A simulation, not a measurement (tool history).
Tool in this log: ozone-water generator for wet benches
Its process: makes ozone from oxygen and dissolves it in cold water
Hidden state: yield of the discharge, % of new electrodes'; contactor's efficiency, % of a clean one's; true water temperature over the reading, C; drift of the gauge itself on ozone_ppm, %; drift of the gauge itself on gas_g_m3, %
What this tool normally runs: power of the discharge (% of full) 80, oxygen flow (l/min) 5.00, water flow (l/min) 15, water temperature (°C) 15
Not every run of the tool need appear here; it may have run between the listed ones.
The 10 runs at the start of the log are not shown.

| run | hour | power of the discharge (% of full) | oxygen flow (l/min) | water flow (l/min) | water temperature (°C) | hours of work since the electrodes were changed | hours of work since the contactor was cleaned | hours of work since the thermometer was calibrated | dissolved ozone (ppm) | ozone in the gas ahead of the water (g/m3) |
|---|---|---|---|---|---|---|---|---|---|---|
| 11 | 268.2 | 96 | 5.00 | 15 | 15 | 674 | 957 | 3918 | 27.4 | 214.6 |
| 12 | 298.5 | 80 | 5.00 | 15 | 15 | 692 | 976 | 3937 | 23.7 | 186.2 |
| 13 | 316.6 | 80 | 5.00 | 15 | 15 | 703 | 987 | 3948 | 23.7 | 185.2 |
| 14 | 336.3 | 80 | 5.05 | 15 | 15 | 715 | 999 | 3960 | 23.7 | 184.7 |
| 15 | 376.7 | 80 | 5.05 | 15 | 15 | 740 | 1023 | 3984 | 23.5 | 183.2 |
| 16 | 406.0 | 80 | 5.05 | 15 | 15 | 757 | 1041 | 4002 | 23.8 | 183.9 |
| 17 | 427.6 | 70 | 5.00 | 15 | 15 | 771 | 1054 | 4015 | 21.2 | 168.0 |
| 18 | 461.5 | 70 | 3.43 | 15 | 15 | 791 | 1075 | 4036 | 20.4 | 197.7 |
| 19 | 489.3 | 80 | 5.00 | 19 | 15 | 808 | 1092 | 4053 | 19.0 | 187.3 |
| 20 | 529.6 | 93 | 4.97 | 19 | 15 | 833 | 1116 | 4077 | 21.4 | 208.8 |
| 21 | 562.2 | 93 | 2.56 | 20 | 8 | 852 | 1136 | 4097 | 18.0 | 277.3 |
| 22 | 602.4 | 80 | 5.00 | 15 | 19 | 877 | 1161 | 4121 | 22.1 | 184.2 |
| 23 | 639.6 | 80 | 5.00 | 15 | 19 | 899 | 1183 | 4144 | 22.2 | 185.2 |
| 24 | 669.3 | 76 | 5.00 | 15 | 19 | 917 | 1201 | 4162 | 21.5 | 177.2 |
| 25 | 698.0 | 80 | 8.76 | 21 | 23 | 935 | 1219 | 4180 | 15.7 | 142.6 |
| 26 | 723.2 | 80 | 2.86 | 15 | 7 | 950 | 1234 | 4195 | 23.4 | 234.2 |
| 27 | 755.4 | 80 | 8.80 | 15 | 7 | 970 | 1254 | 4214 | 27.6 | 143.6 |
|  | 771.1 | gauge calibrated |
| 28 | 781.8 | 80 | 8.80 | 15 | 7 | 986 | 1270 | 4230 | 27.7 | 146.5 |
| 29 | 815.1 | 92 | 4.20 | 12 | 15 | 1006 | 1290 | 4251 | 31.3 | 226.4 |
| 30 | 849.4 | 92 | 4.20 | 12 | 15 | 1027 | 1311 | 4272 | 31.2 | 225.4 |
| 31 | 866.0 | 80 | 5.00 | 13 | 9 | 1037 | 1321 | 4282 | 29.2 | 190.4 |
| 32 | 896.2 | 80 | 5.00 | 22 | 15 | 1055 | 1339 | 4300 | 16.1 | 187.2 |

Consider 4 possible next runs. They are alternatives, not a sequence: every one starts from the tool as it was left by run 32. What does each give?
| A | 925.9 | 49 | 3.28 | 22 | 10 | 1073 | 1357 | 4318 | ? | ? |
| B | 925.9 | 43 | 5.00 | 15 | 15 | 1073 | 1357 | 4318 | ? | ? |
| C | 925.9 | 78 | 5.00 | 13 | 22 | 1073 | 1357 | 4318 | ? | ? |
| D | 925.9 | 54 | 5.59 | 10 | 15 | 1073 | 1357 | 4318 | ? | ? |

| run | dissolved ozone (ppm) | ozone in the gas ahead of the water (g/m3) |
|---|---|---|
| A | 10.7 | 156.6 |
| B | 14.7 | 117.5 |
| C | 23.2 | 183.2 |
| D | 24.1 | 134.0 |
Without the tool's hidden state the same runs would have given:
| run | dissolved ozone (ppm) | ozone in the gas ahead of the water (g/m3) |
|---|---|---|
| A | 10.7 | 157.5 |
| B | 14.7 | 118.2 |
| C | 23.2 | 184.3 |
| D | 24.1 | 134.8 |

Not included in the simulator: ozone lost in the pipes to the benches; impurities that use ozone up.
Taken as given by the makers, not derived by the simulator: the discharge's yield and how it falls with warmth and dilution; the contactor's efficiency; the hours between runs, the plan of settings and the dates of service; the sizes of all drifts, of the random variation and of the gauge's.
